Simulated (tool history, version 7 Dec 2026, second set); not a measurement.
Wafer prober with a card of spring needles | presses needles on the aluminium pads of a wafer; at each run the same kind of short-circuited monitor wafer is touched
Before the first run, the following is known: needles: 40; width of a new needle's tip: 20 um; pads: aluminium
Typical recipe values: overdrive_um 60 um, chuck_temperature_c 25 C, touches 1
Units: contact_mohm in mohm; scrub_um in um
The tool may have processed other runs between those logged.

{"run": 1, "day": 0.0, "overdrive_um": 60, "chuck_temperature_c": 25, "touches": 1, "contact_mohm": 183, "scrub_um": 8.55}
{"day": 0.346, "done": "tips cleaned on abrasive film"}
{"day": 0.921, "done": "tips cleaned on abrasive film"}
{"day": 1.492, "done": "tips cleaned on abrasive film"}
{"day": 2.058, "done": "tips cleaned on abrasive film"}
{"run": 2, "day": 2.058, "overdrive_um": 60, "chuck_temperature_c": 25, "touches": 1, "contact_mohm": 141, "scrub_um": 8.52}
{"day": 2.633, "done": "tips cleaned on abrasive film"}
{"day": 3.092, "done": "tips cleaned on abrasive film"}
{"day": 3.667, "done": "tips cleaned on abrasive film"}
{"day": 4.179, "done": "tips cleaned on abrasive film"}
{"run": 3, "day": 4.179, "overdrive_um": 60, "chuck_temperature_c": 25, "touches": 1, "contact_mohm": 140, "scrub_um": 8.5}
{"day": 4.754, "done": "tips cleaned on abrasive film"}
{"day": 5.221, "done": "height of the first contact set anew"}
{"day": 5.338, "done": "tips cleaned on abrasive film"}
{"day": 5.8, "done": "tips cleaned on abrasive film"}
{"day": 6.371, "done": "tips cleaned on abrasive film"}
{"day": 6.946, "done": "tips cleaned on abrasive film"}
{"day": 7.517, "done": "tips cleaned on abrasive film"}
{"run": 4, "day": 7.788, "overdrive_um": 60, "chuck_temperature_c": 25, "touches": 1, "contact_mohm": 211, "scrub_um": 8.6}
{"day": 8.017, "done": "tips cleaned on abrasive film"}
{"day": 8.479, "done": "tips cleaned on abrasive film"}
{"day": 9.05, "done": "tips cleaned on abrasive film"}
{"day": 9.625, "done": "tips cleaned on abrasive film"}
{"run": 5, "day": 9.988, "overdrive_um": 60, "chuck_temperature_c": 25, "touches": 1, "contact_mohm": 226, "scrub_um": 8.57}
{"day": 10.104, "done": "tips cleaned on abrasive film"}
{"day": 10.679, "done": "tips cleaned on abrasive film"}
{"day": 11.138, "done": "tips cleaned on abrasive film"}
{"day": 11.712, "done": "tips cleaned on abrasive film"}
{"run": 6, "day": 11.842, "overdrive_um": 60, "chuck_temperature_c": 25, "touches": 1, "contact_mohm": 189, "scrub_um": 8.55}
{"day": 12.183, "done": "tips cleaned on abrasive film"}
{"day": 12.758, "done": "tips cleaned on abrasive film"}
{"day": 13.333, "done": "tips cleaned on abrasive film"}
{"day": 13.904, "done": "tips cleaned on abrasive film"}
{"day": 14.479, "done": "tips cleaned on abrasive film"}
{"day": 15.05, "done": "tips cleaned on abrasive film"}
{"day": 15.062, "done": "height of the first contact set anew"}
{"run": 7, "day": 15.192, "overdrive_um": 60, "chuck_temperature_c": 25, "touches": 2, "contact_mohm": 165, "scrub_um": 8.65}
{"day": 15.538, "done": "tips cleaned on abrasive film"}
{"day": 16.112, "done": "tips cleaned on abrasive film"}
{"day": 16.683, "done": "tips cleaned on abrasive film"}
{"day": 17.142, "done": "tips cleaned on abrasive film"}
{"day": 17.717, "done": "tips cleaned on abrasive film"}
{"day": 18.292, "done": "tips cleaned on abrasive film"}
{"run": 8, "day": 18.575, "overdrive_um": 60, "chuck_temperature_c": 25, "touches": 2, "contact_mohm": 186, "scrub_um": 8.62}
{"day": 18.804, "done": "tips cleaned on abrasive film"}
{"day": 19.379, "done": "tips cleaned on abrasive film"}
{"day": 19.95, "done": "tips cleaned on abrasive film"}
{"day": 20.412, "done": "tips cleaned on abrasive film"}
{"day": 20.888, "done": "tips cleaned on abrasive film"}
{"run": 9, "day": 20.888, "overdrive_um": 60, "chuck_temperature_c": 25, "touches": 1, "contact_mohm": 137, "scrub_um": 8.57}
{"day": 21.346, "done": "tips cleaned on abrasive film"}
{"day": 21.921, "done": "tips cleaned on abrasive film"}
{"day": 22.492, "done": "tips cleaned on abrasive film"}
{"day": 23.067, "done": "tips cleaned on abrasive film"}
{"run": 10, "day": 23.362, "overdrive_um": 60, "chuck_temperature_c": 114, "touches": 1, "contact_mohm": 223, "scrub_um": 8.53}
{"day": 23.596, "done": "tips cleaned on abrasive film"}
{"day": 24.167, "done": "tips cleaned on abrasive film"}
{"day": 24.742, "done": "tips cleaned on abrasive film"}
{"day": 24.867, "done": "height of the first contact set anew"}
{"day": 25.329, "done": "tips cleaned on abrasive film"}
{"day": 25.9, "done": "tips cleaned on abrasive film"}
{"day": 26.358, "done": "tips cleaned on abrasive film"}
{"run": 11, "day": 26.712, "overdrive_um": 60, "chuck_temperature_c": 25, "touches": 1, "contact_mohm": 237, "scrub_um": 8.6}
{"day": 26.829, "done": "tips cleaned on abrasive film"}
{"day": 27.404, "done": "tips cleaned on abrasive film"}
{"day": 27.975, "done": "tips cleaned on abrasive film"}
{"run": 12, "day": 28.354, "overdrive_um": 60, "chuck_temperature_c": 25, "touches": 1, "contact_mohm": 234, "scrub_um": 8.59}
{"day": 28.471, "done": "tips cleaned on abrasive film"}
{"day": 29.046, "done": "tips cleaned on abrasive film"}
{"day": 29.617, "done": "tips cleaned on abrasive film"}
{"run": 13, "day": 30.021, "overdrive_um": 55, "chuck_temperature_c": 25, "touches": 1, "contact_mohm": 249, "scrub_um": 7.83}
{"day": 30.138, "done": "tips cleaned on abrasive film"}
{"day": 30.708, "done": "tips cleaned on abrasive film"}
{"day": 31.283, "done": "tips cleaned on abrasive film"}
{"day": 31.858, "done": "tips cleaned on abrasive film"}
{"run": 14, "day": 32.292, "overdrive_um": 56, "chuck_temperature_c": 25, "touches": 1, "contact_mohm": 259, "scrub_um": 7.96}
{"day": 32.408, "done": "tips cleaned on abrasive film"}
{"day": 32.983, "done": "tips cleaned on abrasive film"}
{"day": 33.554, "done": "tips cleaned on abrasive film"}
{"day": 34.129, "done": "tips cleaned on abrasive film"}
{"day": 34.7, "done": "tips cleaned on abrasive film"}
{"day": 34.712, "done": "height of the first contact set anew"}
{"run": 15, "day": 34.733, "overdrive_um": 66, "chuck_temperature_c": 25, "touches": 1, "contact_mohm": 143, "scrub_um": 9.51}
{"day": 35.192, "done": "tips cleaned on abrasive film"}
{"day": 35.767, "done": "tips cleaned on abrasive film"}
{"day": 36.338, "done": "tips cleaned on abrasive film"}
{"day": 36.912, "done": "tips cleaned on abrasive film"}
{"day": 37.471, "done": "tips cleaned on abrasive film"}
{"run": 16, "day": 37.471, "overdrive_um": 66, "chuck_temperature_c": 96, "touches": 1, "contact_mohm": 151, "scrub_um": 9.46}
{"day": 38.042, "done": "tips cleaned on abrasive film"}
{"day": 38.617, "done": "tips cleaned on abrasive film"}
{"day": 39.188, "done": "tips cleaned on abrasive film"}
{"day": 39.762, "done": "tips cleaned on abrasive film"}
{"day": 40.338, "done": "tips cleaned on abrasive film"}
{"day": 40.908, "done": "tips cleaned on abrasive film"}
{"run": 17, "day": 40.942, "overdrive_um": 44, "chuck_temperature_c": 68, "touches": 1, "contact_mohm": 188, "scrub_um": 6.24}
{"day": 41.4, "done": "tips cleaned on abrasive film"}
{"day": 41.975, "done": "tips cleaned on abrasive film"}
{"day": 42.546, "done": "tips cleaned on abrasive film"}
{"day": 43.121, "done": "tips cleaned on abrasive film"}
{"run": 18, "day": 43.129, "overdrive_um": 44, "chuck_temperature_c": 68, "touches": 1, "contact_mohm": 165, "scrub_um": 6.22}
{"day": 43.588, "done": "tips cleaned on abrasive film"}
{"day": 44.162, "done": "tips cleaned on abrasive film"}
{"day": 44.512, "done": "height of the first contact set anew"}
{"day": 44.746, "done": "tips cleaned on abrasive film"}
{"day": 45.321, "done": "tips cleaned on abrasive film"}
{"run": 19, "day": 45.429, "overdrive_um": 44, "chuck_temperature_c": 68, "touches": 1, "contact_mohm": 232, "scrub_um": 6.33}
{"day": 45.888, "done": "tips cleaned on abrasive film"}
{"day": 46.462, "done": "tips cleaned on abrasive film"}
{"day": 47.033, "done": "tips cleaned on abrasive film"}
{"run": 20, "day": 47.458, "overdrive_um": 45, "chuck_temperature_c": 30, "touches": 2, "contact_mohm": 247, "scrub_um": 6.45}
{"day": 47.575, "done": "tips cleaned on abrasive film"}
{"day": 48.15, "done": "tips cleaned on abrasive film"}
{"day": 48.725, "done": "tips cleaned on abrasive film"}
{"day": 49.296, "done": "tips cleaned on abrasive film"}
{"day": 49.754, "done": "tips cleaned on abrasive film"}
{"day": 50.329, "done": "tips cleaned on abrasive film"}
{"run": 21, "day": 50.467, "overdrive_um": 45, "chuck_temperature_c": 30, "touches": 2, "contact_mohm": 207, "scrub_um": 6.39}
{"day": 50.812, "done": "tips cleaned on abrasive film"}
{"day": 51.388, "done": "tips cleaned on abrasive film"}
{"day": 51.962, "done": "tips cleaned on abrasive film"}
{"day": 52.533, "done": "tips cleaned on abrasive film"}
{"day": 53.108, "done": "tips cleaned on abrasive film"}
{"day": 53.679, "done": "tips cleaned on abrasive film"}
{"run": 22, "day": 53.992, "overdrive_um": 64, "chuck_temperature_c": 98, "touches": 2, "contact_mohm": 194, "scrub_um": 9.1}
{"day": 54.225, "done": "tips cleaned on abrasive film"}
{"day": 54.35, "done": "height of the first contact set anew"}
{"day": 54.808, "done": "tips cleaned on abrasive film"}
{"day": 55.383, "done": "tips cleaned on abrasive film"}
{"day": 55.954, "done": "tips cleaned on abrasive film"}
{"day": 56.529, "done": "tips cleaned on abrasive film"}
{"day": 57.104, "done": "tips cleaned on abrasive film"}
{"run": 23, "day": 57.45, "overdrive_um": 43, "chuck_temperature_c": 98, "touches": 2, "contact_mohm": 268, "scrub_um": 6.15}

Below are 3 alternative next runs, each starting from the tool's condition after run 23. Predict each:
{"day": 57.567, "done": "tips cleaned on abrasive film"}
{"day": 58.142, "done": "tips cleaned on abrasive film"}
{"day": 58.712, "done": "tips cleaned on abrasive film"}
{"day": 59.288, "done": "tips cleaned on abrasive film"}
{"day": 59.858, "done": "tips cleaned on abrasive film"}
{"day": 60.433, "done": "tips cleaned on abrasive film"}
{"run": "A", "day": 60.812, "overdrive_um": 74, "chuck_temperature_c": 49, "touches": 2, "contact_mohm": "?", "scrub_um": "?"}
{"day": 57.567, "done": "tips cleaned on abrasive film"}
{"day": 58.142, "done": "tips cleaned on abrasive film"}
{"day": 58.712, "done": "tips cleaned on abrasive film"}
{"day": 59.288, "done": "tips cleaned on abrasive film"}
{"day": 59.858, "done": "tips cleaned on abrasive film"}
{"day": 60.433, "done": "tips cleaned on abrasive film"}
{"run": "B", "day": 60.812, "overdrive_um": 57, "chuck_temperature_c": 96, "touches": 2, "contact_mohm": "?", "scrub_um": "?"}
{"day": 57.567, "done": "tips cleaned on abrasive film"}
{"day": 58.142, "done": "tips cleaned on abrasive film"}
{"day": 58.712, "done": "tips cleaned on abrasive film"}
{"day": 59.288, "done": "tips cleaned on abrasive film"}
{"day": 59.858, "done": "tips cleaned on abrasive film"}
{"day": 60.433, "done": "tips cleaned on abrasive film"}
{"run": "C", "day": 60.812, "overdrive_um": 56, "chuck_temperature_c": 124, "touches": 1, "contact_mohm": "?", "scrub_um": "?"}

run=A contact_mohm=178 scrub_um=10.58
run=B contact_mohm=212 scrub_um=8.12
run=C contact_mohm=261 scrub_um=7.98
Without the tool's unlogged condition, the same runs would have read:
run=A contact_mohm=131 scrub_um=10.67
run=B contact_mohm=142 scrub_um=8.21
run=C contact_mohm=149 scrub_um=8.07
